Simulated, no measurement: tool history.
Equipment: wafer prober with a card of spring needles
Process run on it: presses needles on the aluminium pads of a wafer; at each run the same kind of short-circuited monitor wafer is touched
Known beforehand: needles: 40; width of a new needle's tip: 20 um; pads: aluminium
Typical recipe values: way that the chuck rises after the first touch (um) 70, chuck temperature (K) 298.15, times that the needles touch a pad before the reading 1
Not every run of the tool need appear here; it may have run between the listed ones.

run    day  way that the chuck rises after the first touch (um)  chuck temperature (K)  times that the needles touch a pad before the reading  resistance of one needle with its contact and lead (mohm)  way that a needle slides on the pad (um)
  1  0.000                                                   70                 298.15                                                      1                                                        142                                     9.322
  2  0.421                                                   70                 330.15                                                      1                                                        146                                     9.335
     0.612  -- tips cleaned on abrasive film
     0.667  -- height of the first contact set anew
  3  0.788                                                   70                 330.15                                                      1                                                        148                                     9.317
  4  1.021                                                   70                 330.15                                                      1                                                        148                                     9.303
  5  1.242                                                   70                 330.15                                                      2                                                        146                                     9.287
     1.396  -- tips cleaned on abrasive film
  6  1.642                                                   70                 330.15                                                      2                                                        146                                     9.289
  7  2.125                                                   70                 330.15                                                      2                                                        148                                     9.263
     2.208  -- tips cleaned on abrasive film
  8  2.467                                                   70                 330.15                                                      2                                                        148                                     9.268
  9  2.754                                                   70                 330.15                                                      2                                                        147                                     9.271
     2.988  -- tips cleaned on abrasive film
 10  3.254                                                   70                 330.15                                                      2                                                        149                                     9.241
 11  3.725                                                   59                 298.15                                                      1                                                        142                                     7.795
     3.775  -- tips cleaned on abrasive film
 12  4.108                                                   59                 298.15                                                      1                                                        141                                     7.782
 13  4.446                                                   59                 298.15                                                      1                                                        145                                     7.786

Measured result minus the same run's result without the hidden state. Both carry the same run-to-run variation, though not necessarily the same gauge scatter:
Hidden conditions of the tool in this case: debris on the tips, nm; way that the needles fall short of the set height, um; tips' diameter, um; drift of the gauge itself on contact_mohm, %; drift of the gauge itself on scrub_um, %.
run  way that a needle slides on the pad (um)
  1                                    -0.003
  2                                    -0.015
  3                                    -0.023
  4                                    -0.029
  5                                    -0.037
  6                                    -0.048
  7                                    -0.062
  8                                    -0.072
  9                                    -0.081
 10                                    -0.095
 11                                    -0.093
 12                                    -0.102
 13                                    -0.111
resistance of one needle with its contact and lead (mohm): differs from the measured result by no more than 1 in any run.
